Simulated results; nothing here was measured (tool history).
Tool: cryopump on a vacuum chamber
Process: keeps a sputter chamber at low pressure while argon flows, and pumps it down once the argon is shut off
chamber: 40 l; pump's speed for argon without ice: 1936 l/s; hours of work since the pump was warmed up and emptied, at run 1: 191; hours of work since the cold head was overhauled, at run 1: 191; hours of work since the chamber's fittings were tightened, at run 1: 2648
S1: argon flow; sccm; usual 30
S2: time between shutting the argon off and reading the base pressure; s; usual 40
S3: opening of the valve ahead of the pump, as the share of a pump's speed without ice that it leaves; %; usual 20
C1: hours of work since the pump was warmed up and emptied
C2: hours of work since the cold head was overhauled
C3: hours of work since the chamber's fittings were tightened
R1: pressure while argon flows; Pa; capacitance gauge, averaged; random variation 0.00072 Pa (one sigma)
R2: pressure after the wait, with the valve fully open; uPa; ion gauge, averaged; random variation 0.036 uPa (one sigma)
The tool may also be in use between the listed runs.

run 1 hour=0.0 | S1=30 S2=40 S3=20 | C1=191 C2=191 C3=2648 | R1=0.1346 R2=2.34
run 2 hour=9.1 | S1=30 S2=299 S3=20 | C1=198 C2=198 C3=2654 | R1=0.1344 R2=0.87
run 3 hour=19.3 | S1=30 S2=79 S3=20 | C1=205 C2=205 C3=2661 | R1=0.1353 R2=1.54
run 4 hour=35.7 | S1=30 S2=40 S3=20 | C1=216 C2=216 C3=2673 | R1=0.1346 R2=2.36
run 5 hour=47.4 | S1=30 S2=40 S3=20 | C1=224 C2=224 C3=2681 | R1=0.1330 R2=2.48
run 6 hour=61.0 | S1=30 S2=39 S3=20 | C1=233 C2=233 C3=2690 | R1=0.1359 R2=2.45
run 7 hour=73.6 | S1=30 S2=39 S3=20 | C1=242 C2=242 C3=2699 | R1=0.1363 R2=2.50
run 8 hour=82.9 | S1=30 S2=40 S3=20 | C1=249 C2=249 C3=2705 | R1=0.1356 R2=2.47
run 9 hour=94.2 | S1=30 S2=40 S3=20 | C1=256 C2=256 C3=2713 | R1=0.1356 R2=2.42
run 10 hour=111.2 | S1=30 S2=44 S3=20 | C1=268 C2=268 C3=2725 | R1=0.1359 R2=2.27
run 11 hour=120.5 | S1=30 S2=40 S3=45 | C1=275 C2=275 C3=2731 | R1=0.0635 R2=2.51
run 12 hour=132.1 | S1=15 S2=127 S3=34 | C1=283 C2=283 C3=2739 | R1=0.0410 R2=1.23
run 13 hour=144.2 | S1=17 S2=239 S3=16 | C1=291 C2=291 C3=2748 | R1=0.0947 R2=0.94
run 14 hour=161.2 | S1=16 S2=136 S3=15 | C1=303 C2=303 C3=2759 | R1=0.0967 R2=1.21
run 15 hour=176.3 | S1=41 S2=136 S3=15 | C1=313 C2=313 C3=2770 | R1=0.2460 R2=1.27
run 16 hour=190.7 | S1=41 S2=136 S3=15 | C1=323 C2=323 C3=2780 | R1=0.2476 R2=1.24
run 17 hour=202.9 | S1=22 S2=114 S3=18 | C1=332 C2=332 C3=2788 | R1=0.1116 R2=1.34
run 18 hour=214.3 | S1=18 S2=170 S3=20 | C1=339 C2=339 C3=2796 | R1=0.0815 R2=1.11
run 19 hour=232.5 | S1=37 S2=104 S3=20 | C1=352 C2=352 C3=2809 | R1=0.1702 R2=1.40
run 20 hour=244.7 | S1=37 S2=104 S3=20 | C1=360 C2=360 C3=2817 | R1=0.1686 R2=1.36
run 21 hour=258.0 | S1=37 S2=104 S3=54 | C1=370 C2=370 C3=2826 | R1=0.0687 R2=1.47

3 ways to go on from here, each from the tool as it stands after run 21. What would each give?
run A hour=270.4 | S1=20 S2=44 S3=40 | C1=378 C2=378 C3=2835 | R1=? R2=?
run B hour=270.4 | S1=13 S2=104 S3=56 | C1=378 C2=378 C3=2835 | R1=? R2=?
run C hour=270.4 | S1=37 S2=188 S3=51 | C1=378 C2=378 C3=2835 | R1=? R2=?

run=A R1=0.0482 R2=2.38
run=B R1=0.0239 R2=1.44
run=C R1=0.0726 R2=1.14
Without the tool's hidden state the same runs would have given:
run=A R1=0.0432 R2=1.79
run=B R1=0.0206 R2=0.86
run=C R1=0.0634 R2=0.55
